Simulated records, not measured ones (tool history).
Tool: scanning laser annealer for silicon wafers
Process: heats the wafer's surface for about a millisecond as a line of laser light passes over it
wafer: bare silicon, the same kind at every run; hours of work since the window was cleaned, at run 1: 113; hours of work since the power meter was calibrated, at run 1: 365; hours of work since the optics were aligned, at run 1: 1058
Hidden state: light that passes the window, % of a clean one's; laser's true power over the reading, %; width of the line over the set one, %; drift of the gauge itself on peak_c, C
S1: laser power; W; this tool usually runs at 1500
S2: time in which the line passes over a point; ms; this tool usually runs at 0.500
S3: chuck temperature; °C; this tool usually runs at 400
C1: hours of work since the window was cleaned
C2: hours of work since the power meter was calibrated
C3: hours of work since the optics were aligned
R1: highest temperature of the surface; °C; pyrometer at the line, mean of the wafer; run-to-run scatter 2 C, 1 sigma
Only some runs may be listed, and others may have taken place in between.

run    hour    S1     S2   S3   C1   C2    C3    R1
  1     0.0  1500  0.500  400  113  365  1058  1251
  2    24.7  1500  0.500  400  126  379  1071  1252
  3    50.1  1500  0.500  400  140  393  1085  1247
  4    89.5  1503  0.500  400  162  415  1107  1253
  5   123.2  1318  0.500  400  181  433  1125  1120
  6   142.0  1318  0.500  386  191  444  1136  1113
  7   176.6  1500  0.500  400  210  463  1155  1248
  8   202.5  1500  0.437  400  225  477  1169  1193
  9   221.5  1500  0.437  400  235  488  1180  1201
 10   243.3  1500  0.437  400  247  500  1192  1204
 11   273.5  1500  0.377  400  264  516  1208  1149
 12   295.0  1500  0.377  361  276  528  1220  1110
 13   312.4  1500  0.377  382  285  538  1230  1131
 14   345.3  1500  0.500  400  303  556  1248  1248
 15   381.7  1500  0.500  400  323  576  1268  1248
 16   414.5  1500  0.500  400  341  594  1286  1247
      426.7  -- window over the wafer cleaned
 17   437.5  1500  0.500  400    6  606  1298  1248
 18   459.4  1500  0.500  400   18  618  1310  1249
 19   482.7  1500  0.406  400   31  631  1323  1175
 20   500.4  1500  0.500  400   41  640  1332  1249
 21   527.8  1500  0.585  400   56  655  1348  1307
 22   560.3  1500  0.585  400   74  673  1365  1309
 23   586.7  1500  0.585  400   88  688  1380  1311
 24   612.7  1500  0.365  400  103  702  1394  1141
 25   648.8  1500  0.365  400  123  722  1414  1140
 26   669.8  1370  0.361  429  134  734  1426  1086
 27   699.3  1500  0.511  364  150  750  1442  1219
 28   734.1  1366  0.463  425  170  769  1461  1153
 29   769.3  1460  0.471  431  189  789  1481  1232
 30   800.7  1317  0.610  374  206  806  1498  1164
 31   820.3  1636  0.610  423  217  817  1509  1457
 32   848.6  1421  0.469  360  233  832  1524  1133
 33   874.7  1523  0.506  420  247  847  1539  1290
 34   898.5  1523  0.476  420  260  860  1552  1266
 35   933.4  1500  0.430  400  279  879  1571  1196
 36   959.3  1431  0.460  373  294  893  1585  1145
      984.6  -- optics aligned, line set to its width
 37   987.3  1431  0.460  373  306  906     2  1143
 38  1012.7  1500  0.408  400  320  920    16  1177
 39  1029.3  1292  0.485  391  330  929    25  1083
 40  1059.0  1548  0.545  372  346  946    41  1291
     1063.0  -- window over the wafer cleaned
 41  1095.2  1500  0.500  423   18  964    60  1277

Hidden state at the last listed run before each entry between runs and at the first one after, where it differs:
In the gap between runs 16 and 17: window over the wafer cleaned (hour 426.7)
  light that passes the window, % of a clean one's: 99.93 -> 100
In the gap between runs 36 and 37: optics aligned, line set to its width (hour 984.6)
  width of the line over the set one, %: 0.06 -> 0
In the gap between runs 40 and 41: window over the wafer cleaned (hour 1063.0)
  light that passes the window, % of a clean one's: 99.93 -> 99.99
